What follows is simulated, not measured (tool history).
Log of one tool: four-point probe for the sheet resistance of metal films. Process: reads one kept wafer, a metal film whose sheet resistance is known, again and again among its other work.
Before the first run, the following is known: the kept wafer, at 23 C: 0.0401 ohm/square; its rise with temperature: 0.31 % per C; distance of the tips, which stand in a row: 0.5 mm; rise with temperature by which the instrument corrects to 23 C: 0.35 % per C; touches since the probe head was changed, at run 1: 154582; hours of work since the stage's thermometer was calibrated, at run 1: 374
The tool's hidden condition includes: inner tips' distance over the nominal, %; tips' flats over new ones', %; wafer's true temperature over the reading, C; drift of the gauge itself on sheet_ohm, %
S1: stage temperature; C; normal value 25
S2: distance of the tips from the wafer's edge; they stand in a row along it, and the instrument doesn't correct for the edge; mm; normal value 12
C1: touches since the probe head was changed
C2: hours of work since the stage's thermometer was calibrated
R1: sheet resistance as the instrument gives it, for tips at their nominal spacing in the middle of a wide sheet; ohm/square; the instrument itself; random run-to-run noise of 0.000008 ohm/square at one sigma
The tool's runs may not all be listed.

run	hour	S1	S2	C1	C2	R1
1	0.0	25	12	154582	374	0.040033
# hour 48.8: new probe head fitted
2	88.0	25	12	2003	428	0.040046
3	132.8	28	12	4287	456	0.039999
4	202.7	25	12	7853	500	0.040062
5	273.2	25	12	11452	544	0.040064
6	335.3	21	12	14620	582	0.040157
7	398.9	21	12	17867	622	0.040156
8	459.7	25	12	20971	659	0.040072
9	554.7	25	12	25817	718	0.040080
10	628.4	25	12	29581	764	0.040078
11	670.1	25	12	31708	790	0.040093
12	721.7	25	12	34341	822	0.040096
13	810.0	25	12	38847	877	0.040105
14	870.5	35	12	41933	915	0.039953
15	910.9	25	12	43998	940	0.040120
16	958.5	25	12	46428	969	0.040114
17	1049.0	25	12	51044	1026	0.040127
18	1103.0	25	12	53799	1059	0.040151
19	1172.8	25	12	57363	1102	0.040120
20	1221.6	25	12	59852	1133	0.040144
21	1315.3	25	12	64635	1191	0.040140
22	1390.3	25	12	68461	1238	0.040153
23	1479.4	33	4	73007	1293	0.040332
24	1529.0	33	4	75538	1324	0.040335
25	1623.5	29	17	80360	1382	0.040074
26	1675.4	29	17	83011	1415	0.040084
27	1753.8	24	22	87010	1463	0.040175
# hour 1758.7: stage's thermometer calibrated
28	1830.1	23	6	90881	44	0.040299
29	1892.1	20	3	94042	83	0.040797
30	1949.6	27	50	96977	119	0.040111
31	2041.3	19	19	101660	176	0.040258
32	2088.8	19	19	104082	205	0.040278
33	2178.1	19	19	108640	261	0.040260
# hour 2228.0: stage's thermometer calibrated, once more
34	2233.4	19	42	111435	3	0.040354
35	2313.2	25	4	115508	53	0.040593
36	2368.1	25	4	118309	87	0.040594

What will run 37 give?
37	2406.7	26	12	120283	111	?

Run 37 produced R1 0.040272 ohm/square.
With no hidden state in the tool, this same run would have given R1 0.040082 ohm/square.
